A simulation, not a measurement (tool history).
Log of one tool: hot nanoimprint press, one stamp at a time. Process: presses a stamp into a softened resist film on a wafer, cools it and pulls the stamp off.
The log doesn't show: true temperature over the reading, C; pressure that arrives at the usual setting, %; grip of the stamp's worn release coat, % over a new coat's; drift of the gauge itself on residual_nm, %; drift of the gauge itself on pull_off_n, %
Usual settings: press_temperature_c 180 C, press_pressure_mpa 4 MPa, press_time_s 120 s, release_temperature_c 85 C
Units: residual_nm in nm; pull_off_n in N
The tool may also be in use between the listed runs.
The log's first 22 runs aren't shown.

| run | hour | press_temperature_c | press_pressure_mpa | press_time_s | release_temperature_c | hours of work since the thermocouple was calibrated | imprints on the stamp's release coat | hours of work since the press's seals were changed | residual_nm | pull_off_n |
|---|---|---|---|---|---|---|---|---|---|---|
| 23 | 265.7 | 180 | 4.19 | 63 | 81 | 36 | 558 | 532 | 294.8 | 177 |
| 24 | 273.8 | 189 | 3.83 | 127 | 75 | 41 | 589 | 538 | 178 | 183 |
| 25 | 288.6 | 184 | 3.13 | 230 | 85 | 52 | 645 | 548 | 193.1 | 169 |
| 26 | 304.5 | 184 | 3.13 | 230 | 85 | 62 | 706 | 559 | 192.9 | 173 |
| 27 | 311.2 | 180 | 4 | 82 | 84 | 67 | 731 | 563 | 279 | 180 |
| 28 | 326.1 | 176 | 5.92 | 99 | 83 | 77 | 788 | 574 | 258.1 | 177 |
| 29 | 340.6 | 181 | 5.92 | 151 | 76 | 87 | 844 | 583 | 179.8 | 191 |
| 30 | 356.4 | 174 | 3.55 | 101 | 73 | 98 | 904 | 594 | 341.7 | 190 |
| 31 | 368.8 | 184 | 2.51 | 180 | 82 | 106 | 951 | 603 | 238.2 | 183 |

3 ways to go on from here, each from the tool as it stands after run 31. What would each give?
| A | 380.8 | 184 | 2.83 | 156 | 76 | 114 | 997 | 611 | ? | ? |
| B | 380.8 | 180 | 2.9 | 118 | 75 | 114 | 997 | 611 | ? | ? |
| C | 380.8 | 180 | 4 | 120 | 71 | 114 | 997 | 611 | ? | ? |

| run | residual_nm | pull_off_n |
|---|---|---|
| A | 236.3 | 196 |
| B | 294.4 | 195 |
| C | 249.8 | 200 |
Without the tool's hidden state the same runs would have given:
| run | residual_nm | pull_off_n |
|---|---|---|
| A | 231.2 | 172 |
| B | 288.6 | 172 |
| C | 243.2 | 175 |
